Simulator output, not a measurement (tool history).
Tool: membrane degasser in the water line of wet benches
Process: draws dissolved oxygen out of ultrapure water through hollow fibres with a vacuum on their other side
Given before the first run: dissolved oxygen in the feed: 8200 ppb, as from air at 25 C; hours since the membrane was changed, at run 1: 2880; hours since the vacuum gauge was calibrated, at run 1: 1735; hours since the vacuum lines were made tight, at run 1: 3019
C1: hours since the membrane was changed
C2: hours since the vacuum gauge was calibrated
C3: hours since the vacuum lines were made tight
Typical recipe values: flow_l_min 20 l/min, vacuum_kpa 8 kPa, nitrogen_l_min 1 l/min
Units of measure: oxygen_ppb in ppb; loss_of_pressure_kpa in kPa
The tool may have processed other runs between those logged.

run 1 day=0 | flow_l_min=20 vacuum_kpa=8 nitrogen_l_min=1 | C1=2880 C2=1735 C3=3019 | oxygen_ppb=222.1 loss_of_pressure_kpa=43.13
run 2 day=4.192 | flow_l_min=20 vacuum_kpa=8 nitrogen_l_min=1 | C1=2981 C2=1835 C3=3119 | oxygen_ppb=220.3 loss_of_pressure_kpa=43.46
run 3 day=7.562 | flow_l_min=20 vacuum_kpa=8 nitrogen_l_min=1 | C1=3062 C2=1916 C3=3200 | oxygen_ppb=222.3 loss_of_pressure_kpa=43.35
run 4 day=11.883 | flow_l_min=20 vacuum_kpa=8 nitrogen_l_min=1 | C1=3166 C2=2020 C3=3304 | oxygen_ppb=221.5 loss_of_pressure_kpa=43.36
run 5 day=15.592 | flow_l_min=20 vacuum_kpa=8 nitrogen_l_min=1 | C1=3255 C2=2109 C3=3393 | oxygen_ppb=223 loss_of_pressure_kpa=43.26
run 6 day=18.604 | flow_l_min=20 vacuum_kpa=14.94 nitrogen_l_min=1 | C1=3327 C2=2181 C3=3465 | oxygen_ppb=509.7 loss_of_pressure_kpa=43.56
run 7 day=21.004 | flow_l_min=20 vacuum_kpa=8.64 nitrogen_l_min=1 | C1=3384 C2=2239 C3=3523 | oxygen_ppb=246.6 loss_of_pressure_kpa=43.52
run 8 day=25.033 | flow_l_min=20 vacuum_kpa=8.64 nitrogen_l_min=1 | C1=3481 C2=2335 C3=3620 | oxygen_ppb=249.6 loss_of_pressure_kpa=43.49
run 9 day=28.508 | flow_l_min=28 vacuum_kpa=8 nitrogen_l_min=1 | C1=3565 C2=2419 C3=3703 | oxygen_ppb=318.2 loss_of_pressure_kpa=61.03
run 10 day=30.538 | flow_l_min=28 vacuum_kpa=8 nitrogen_l_min=1 | C1=3613 C2=2468 C3=3752 | oxygen_ppb=321.3 loss_of_pressure_kpa=60.83
run 11 day=33.688 | flow_l_min=20 vacuum_kpa=7.89 nitrogen_l_min=1 | C1=3689 C2=2543 C3=3827 | oxygen_ppb=217.1 loss_of_pressure_kpa=43.48
run 12 day=37.425 | flow_l_min=16 vacuum_kpa=8 nitrogen_l_min=1 | C1=3779 C2=2633 C3=3917 | oxygen_ppb=181.3 loss_of_pressure_kpa=34.63
run 13 day=40.317 | flow_l_min=16 vacuum_kpa=8 nitrogen_l_min=1 | C1=3848 C2=2702 C3=3986 | oxygen_ppb=179.4 loss_of_pressure_kpa=35.12
run 14 day=43.004 | flow_l_min=16 vacuum_kpa=8 nitrogen_l_min=1 | C1=3913 C2=2767 C3=4051 | oxygen_ppb=181.2 loss_of_pressure_kpa=34.85
run 15 day=47.304 | flow_l_min=21 vacuum_kpa=8 nitrogen_l_min=1.07 | C1=4016 C2=2870 C3=4154 | oxygen_ppb=221.2 loss_of_pressure_kpa=45.75
run 16 day=50.217 | flow_l_min=21 vacuum_kpa=8 nitrogen_l_min=1.07 | C1=4086 C2=2940 C3=4224 | oxygen_ppb=222 loss_of_pressure_kpa=45.8
-- day=50.421 vacuum gauge calibrated
run 17 day=53.808 | flow_l_min=20 vacuum_kpa=18.6 nitrogen_l_min=1 | C1=4171 C2=81 C3=4310 | oxygen_ppb=664 loss_of_pressure_kpa=43.53
run 18 day=56.833 | flow_l_min=20 vacuum_kpa=18.6 nitrogen_l_min=0.52 | C1=4244 C2=154 C3=4382 | oxygen_ppb=1081.9 loss_of_pressure_kpa=43.71
-- day=58.617 vacuum gauge calibrated, once more
run 19 day=59.188 | flow_l_min=29 vacuum_kpa=18.6 nitrogen_l_min=0.44 | C1=4300 C2=14 C3=4438 | oxygen_ppb=1576 loss_of_pressure_kpa=63.38
run 20 day=62.812 | flow_l_min=15 vacuum_kpa=11.29 nitrogen_l_min=1 | C1=4387 C2=101 C3=4525 | oxygen_ppb=277 loss_of_pressure_kpa=32.64
-- day=65.075 seals of the vacuum lines changed
run 21 day=65.808 | flow_l_min=32 vacuum_kpa=15.81 nitrogen_l_min=0.94 | C1=4457 C2=171 C3=18 | oxygen_ppb=875.8 loss_of_pressure_kpa=69.95
run 22 day=68.571 | flow_l_min=31 vacuum_kpa=8 nitrogen_l_min=1.27 | C1=4523 C2=237 C3=84 | oxygen_ppb=301.5 loss_of_pressure_kpa=67.77
run 23 day=71.333 | flow_l_min=31 vacuum_kpa=8 nitrogen_l_min=1.27 | C1=4589 C2=303 C3=150 | oxygen_ppb=300.4 loss_of_pressure_kpa=67.81
run 24 day=73.288 | flow_l_min=31 vacuum_kpa=8 nitrogen_l_min=1.27 | C1=4636 C2=350 C3=197 | oxygen_ppb=302.6 loss_of_pressure_kpa=67.89
run 25 day=75.975 | flow_l_min=30 vacuum_kpa=14.5 nitrogen_l_min=0.65 | C1=4701 C2=415 C3=262 | oxygen_ppb=961.9 loss_of_pressure_kpa=65.49
run 26 day=79.296 | flow_l_min=30 vacuum_kpa=13.59 nitrogen_l_min=0.97 | C1=4780 C2=494 C3=341 | oxygen_ppb=675.2 loss_of_pressure_kpa=65.26
run 27 day=82.792 | flow_l_min=30 vacuum_kpa=7.37 nitrogen_l_min=0.5 | C1=4864 C2=578 C3=425 | oxygen_ppb=478.8 loss_of_pressure_kpa=65.85

Alternative continuations, all from the tool just after run 27; predict every row:
run A day=86.65 | flow_l_min=31 vacuum_kpa=8 nitrogen_l_min=1.34 | C1=4957 C2=671 C3=518 | oxygen_ppb=? loss_of_pressure_kpa=?
run B day=86.65 | flow_l_min=23 vacuum_kpa=7.66 nitrogen_l_min=1 | C1=4957 C2=671 C3=518 | oxygen_ppb=? loss_of_pressure_kpa=?
run C day=86.65 | flow_l_min=30 vacuum_kpa=17.83 nitrogen_l_min=0.5 | C1=4957 C2=671 C3=518 | oxygen_ppb=? loss_of_pressure_kpa=?
run D day=86.65 | flow_l_min=16 vacuum_kpa=8.66 nitrogen_l_min=0.58 | C1=4957 C2=671 C3=518 | oxygen_ppb=? loss_of_pressure_kpa=?
run E day=86.65 | flow_l_min=16 vacuum_kpa=7.1 nitrogen_l_min=0.5 | C1=4957 C2=671 C3=518 | oxygen_ppb=? loss_of_pressure_kpa=?

run=A oxygen_ppb=288.8 loss_of_pressure_kpa=67.86
run=B oxygen_ppb=232.8 loss_of_pressure_kpa=50.57
run=C oxygen_ppb=1432.5 loss_of_pressure_kpa=65.68
run=D oxygen_ppb=313.4 loss_of_pressure_kpa=35.08
run=E oxygen_ppb=255.3 loss_of_pressure_kpa=35.18
Without the tool's unlogged condition, the same runs would have read:
run=A oxygen_ppb=280.2 loss_of_pressure_kpa=65.65
run=B oxygen_ppb=229.8 loss_of_pressure_kpa=48.92
run=C oxygen_ppb=1427.3 loss_of_pressure_kpa=63.54
run=D oxygen_ppb=312.5 loss_of_pressure_kpa=33.93
run=E oxygen_ppb=254.7 loss_of_pressure_kpa=34.03
